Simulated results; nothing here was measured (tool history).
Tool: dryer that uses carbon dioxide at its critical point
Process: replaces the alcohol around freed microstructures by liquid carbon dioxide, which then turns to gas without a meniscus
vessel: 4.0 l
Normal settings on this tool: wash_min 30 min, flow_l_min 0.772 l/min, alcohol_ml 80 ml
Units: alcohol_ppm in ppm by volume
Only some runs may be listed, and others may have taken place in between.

run   hour  wash_min  flow_l_min  alcohol_ml  alcohol_ppm
  1    0.0        30       0.772          80          277
  2   14.3        30       0.772          80          279
  3   25.4        30       0.772          80          277
  4   43.8        30       0.772          80          295
  5   52.9        30       0.772          80          287
  6   71.4        44       0.772          80           72
  7   82.3        44       0.772          80           69
  8   90.4        30       0.772          80          306
  9   98.3        30       0.772          80          300
 10  108.3        30       0.772          80          325
 11  119.3        30       0.772          80          320
 12  127.9        30       0.772          70          287
 13  140.5        39       1.081          31           40
 14  149.0        45       0.564          57          209
 15  159.8        45       0.564          57          198
 16  177.4        45       0.564          57          195
 17  185.6        18       0.595          42         1614
 18  202.2        30       0.480          80         1704
 19  217.8        40       0.472          77          817
 20  234.2        30       1.009          55           99
 21  249.3        30       1.009          55           90
 22  258.5        30       0.526          80         1421
 23  274.7        30       1.287          80           56
 24  290.2        35       0.742          45          154

Below, some changes in alcohol_ppm between adjacent runs. For each, the amount present without the hidden state too (settings, incoming material, random variation) and the amount remaining for the hidden state with gauge scatter not shared by both compared results:
What the log doesn't record here: flow that reaches the vessel past the clogged filter, %; alcohol in the recycled carbon dioxide, ppm; drift of the gauge itself on alcohol_ppm, %.
Run 16 -> 17: wash_min 45 -> 18, flow_l_min 0.564 -> 0.595, alcohol_ml 57 -> 42. alcohol_ppm +1419 ppm by volume: hidden state +222, all else +1197.
Run 21 -> 22: flow_l_min 1.009 -> 0.526, alcohol_ml 55 -> 80. alcohol_ppm +1331 ppm by volume: hidden state +366, all else +965.
Run 22 -> 23: flow_l_min 0.526 -> 1.287. alcohol_ppm -1365 ppm by volume: hidden state -383, all else -982.
